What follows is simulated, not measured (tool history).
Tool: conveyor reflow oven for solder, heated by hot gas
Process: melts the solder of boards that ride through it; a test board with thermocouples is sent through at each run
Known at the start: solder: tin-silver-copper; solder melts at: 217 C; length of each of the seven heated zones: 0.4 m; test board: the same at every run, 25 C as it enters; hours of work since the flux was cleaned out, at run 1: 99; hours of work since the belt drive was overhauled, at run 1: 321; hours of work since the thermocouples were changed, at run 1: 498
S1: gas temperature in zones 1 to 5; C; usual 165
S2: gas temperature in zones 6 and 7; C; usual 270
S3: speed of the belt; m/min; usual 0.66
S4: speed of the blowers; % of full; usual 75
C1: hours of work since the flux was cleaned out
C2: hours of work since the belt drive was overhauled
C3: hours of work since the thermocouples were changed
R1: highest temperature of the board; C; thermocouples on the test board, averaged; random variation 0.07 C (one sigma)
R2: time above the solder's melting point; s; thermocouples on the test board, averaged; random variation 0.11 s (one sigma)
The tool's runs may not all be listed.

{"run": 1, "hour": 0.0, "S1": 165, "S2": 270, "S3": 0.66, "S4": 75, "C1": 99, "C2": 321, "C3": 498, "R1": 253, "R2": 52.1}
{"run": 2, "hour": 49.3, "S1": 165, "S2": 270, "S3": 0.66, "S4": 75, "C1": 129, "C2": 350, "C3": 528, "R1": 252.69, "R2": 51.9}
{"hour": 93.9, "done": "flux residue cleaned out of gas plates and filters"}
{"run": 3, "hour": 127.7, "S1": 166, "S2": 270, "S3": 0.66, "S4": 75, "C1": 20, "C2": 395, "C3": 572, "R1": 254.17, "R2": 53.3}
{"run": 4, "hour": 183.5, "S1": 175, "S2": 270, "S3": 0.66, "S4": 75, "C1": 54, "C2": 428, "C3": 606, "R1": 255.39, "R2": 57}
{"run": 5, "hour": 234.6, "S1": 165, "S2": 270, "S3": 0.66, "S4": 54, "C1": 85, "C2": 459, "C3": 637, "R1": 247.36, "R2": 46.3}
{"run": 6, "hour": 299.4, "S1": 165, "S2": 270, "S3": 0.66, "S4": 54, "C1": 124, "C2": 498, "C3": 676, "R1": 246.97, "R2": 46.4}
{"hour": 354.0, "done": "flux residue cleaned out of gas plates and filters"}
{"run": 7, "hour": 364.1, "S1": 165, "S2": 270, "S3": 0.551, "S4": 75, "C1": 6, "C2": 534, "C3": 712, "R1": 259.8, "R2": 69.5}
{"run": 8, "hour": 414.6, "S1": 165, "S2": 276, "S3": 0.66, "S4": 75, "C1": 37, "C2": 565, "C3": 743, "R1": 259.35, "R2": 56.3}
{"run": 9, "hour": 477.8, "S1": 165, "S2": 276, "S3": 0.66, "S4": 75, "C1": 75, "C2": 603, "C3": 781, "R1": 258.89, "R2": 56.1}
{"run": 10, "hour": 536.8, "S1": 165, "S2": 278, "S3": 0.66, "S4": 75, "C1": 110, "C2": 639, "C3": 816, "R1": 260.37, "R2": 56.9}
{"run": 11, "hour": 604.1, "S1": 165, "S2": 265, "S3": 0.66, "S4": 75, "C1": 151, "C2": 679, "C3": 857, "R1": 248.96, "R2": 49.4}
{"hour": 612.7, "done": "flux residue cleaned out of gas plates and filters"}
{"run": 12, "hour": 655.9, "S1": 171, "S2": 270, "S3": 0.66, "S4": 75, "C1": 26, "C2": 708, "C3": 885, "R1": 255.26, "R2": 56.1}
{"hour": 666.6, "done": "belt drive overhauled, speed set with a stopwatch"}
{"run": 13, "hour": 736.7, "S1": 165, "S2": 270, "S3": 0.66, "S4": 75, "C1": 72, "C2": 42, "C3": 932, "R1": 254.03, "R2": 53.3}
{"run": 14, "hour": 811.4, "S1": 165, "S2": 267, "S3": 0.66, "S4": 75, "C1": 118, "C2": 87, "C3": 977, "R1": 251.18, "R2": 51.5}
{"hour": 826.2, "done": "belt drive overhauled, speed set with a stopwatch, once more"}
{"hour": 880.7, "done": "flux residue cleaned out of gas plates and filters"}
{"run": 15, "hour": 885.5, "S1": 152, "S2": 265, "S3": 0.664, "S4": 84, "C1": 3, "C2": 33, "C3": 1016, "R1": 249.89, "R2": 46.5}
{"run": 16, "hour": 949.0, "S1": 161, "S2": 265, "S3": 0.664, "S4": 59, "C1": 41, "C2": 71, "C3": 1054, "R1": 244.55, "R2": 42.8}
{"run": 17, "hour": 985.4, "S1": 161, "S2": 280, "S3": 0.552, "S4": 56, "C1": 63, "C2": 93, "C3": 1076, "R1": 263.12, "R2": 67.9}
{"run": 18, "hour": 1061.9, "S1": 179, "S2": 270, "S3": 0.66, "S4": 75, "C1": 109, "C2": 139, "C3": 1122, "R1": 255.96, "R2": 58.4}
{"run": 19, "hour": 1112.5, "S1": 179, "S2": 285, "S3": 0.562, "S4": 75, "C1": 140, "C2": 170, "C3": 1153, "R1": 273.74, "R2": 78.8}
{"hour": 1143.6, "done": "flux residue cleaned out of gas plates and filters"}
{"run": 20, "hour": 1186.1, "S1": 168, "S2": 285, "S3": 0.562, "S4": 75, "C1": 26, "C2": 211, "C3": 1194, "R1": 273.43, "R2": 75.3}
{"run": 21, "hour": 1224.0, "S1": 165, "S2": 284, "S3": 0.718, "S4": 75, "C1": 49, "C2": 234, "C3": 1217, "R1": 262.97, "R2": 52.9}
{"run": 22, "hour": 1286.2, "S1": 161, "S2": 259, "S3": 0.759, "S4": 78, "C1": 86, "C2": 272, "C3": 1255, "R1": 239.5, "R2": 33.5}
{"run": 23, "hour": 1321.4, "S1": 156, "S2": 259, "S3": 0.75, "S4": 78, "C1": 107, "C2": 293, "C3": 1276, "R1": 239, "R2": 32.2}
{"hour": 1364.3, "done": "thermocouples of zones 6 and 7 changed"}
{"run": 24, "hour": 1374.1, "S1": 165, "S2": 270, "S3": 0.66, "S4": 85, "C1": 138, "C2": 323, "C3": 6, "R1": 253.56, "R2": 52.8}
{"hour": 1403.4, "done": "flux residue cleaned out of gas plates and filters"}
{"run": 25, "hour": 1433.2, "S1": 165, "S2": 270, "S3": 0.66, "S4": 85, "C1": 18, "C2": 356, "C3": 39, "R1": 255.04, "R2": 54.1}
{"run": 26, "hour": 1483.7, "S1": 166, "S2": 266, "S3": 0.66, "S4": 85, "C1": 48, "C2": 387, "C3": 69, "R1": 251.35, "R2": 52}
{"run": 27, "hour": 1569.7, "S1": 174, "S2": 270, "S3": 0.66, "S4": 78, "C1": 100, "C2": 439, "C3": 121, "R1": 254.51, "R2": 56}
{"run": 28, "hour": 1649.7, "S1": 174, "S2": 270, "S3": 0.66, "S4": 78, "C1": 149, "C2": 487, "C3": 169, "R1": 254.04, "R2": 56}

Forecast each of these 5 alternatives for the next run:
{"hour": 1660.5, "done": "flux residue cleaned out of gas plates and filters"}
{"run": "A", "hour": 1718.9, "S1": 170, "S2": 270, "S3": 0.66, "S4": 68, "C1": 35, "C2": 526, "C3": 208, "R1": "?", "R2": "?"}
{"hour": 1660.5, "done": "flux residue cleaned out of gas plates and filters"}
{"run": "B", "hour": 1718.9, "S1": 175, "S2": 264, "S3": 0.66, "S4": 75, "C1": 35, "C2": 526, "C3": 208, "R1": "?", "R2": "?"}
{"hour": 1660.5, "done": "flux residue cleaned out of gas plates and filters"}
{"run": "C", "hour": 1718.9, "S1": 162, "S2": 270, "S3": 0.66, "S4": 74, "C1": 35, "C2": 526, "C3": 208, "R1": "?", "R2": "?"}
{"hour": 1660.5, "done": "flux residue cleaned out of gas plates and filters"}
{"run": "D", "hour": 1718.9, "S1": 170, "S2": 262, "S3": 0.737, "S4": 75, "C1": 35, "C2": 526, "C3": 208, "R1": "?", "R2": "?"}
{"hour": 1660.5, "done": "flux residue cleaned out of gas plates and filters"}
{"run": "E", "hour": 1718.9, "S1": 160, "S2": 270, "S3": 0.66, "S4": 78, "C1": 35, "C2": 526, "C3": 208, "R1": "?", "R2": "?"}

run=A R1=252.17 R2=52.8
run=B R1=249.43 R2=53.1
run=C R1=252.04 R2=51.2
run=D R1=243.36 R2=40.7
run=E R1=252.78 R2=51
Without the tool's hidden state the same runs would have given:
run=A R1=252.12 R2=52.3
run=B R1=249.38 R2=52.6
run=C R1=252.02 R2=50.8
run=D R1=243.35 R2=40.4
run=E R1=252.78 R2=50.6

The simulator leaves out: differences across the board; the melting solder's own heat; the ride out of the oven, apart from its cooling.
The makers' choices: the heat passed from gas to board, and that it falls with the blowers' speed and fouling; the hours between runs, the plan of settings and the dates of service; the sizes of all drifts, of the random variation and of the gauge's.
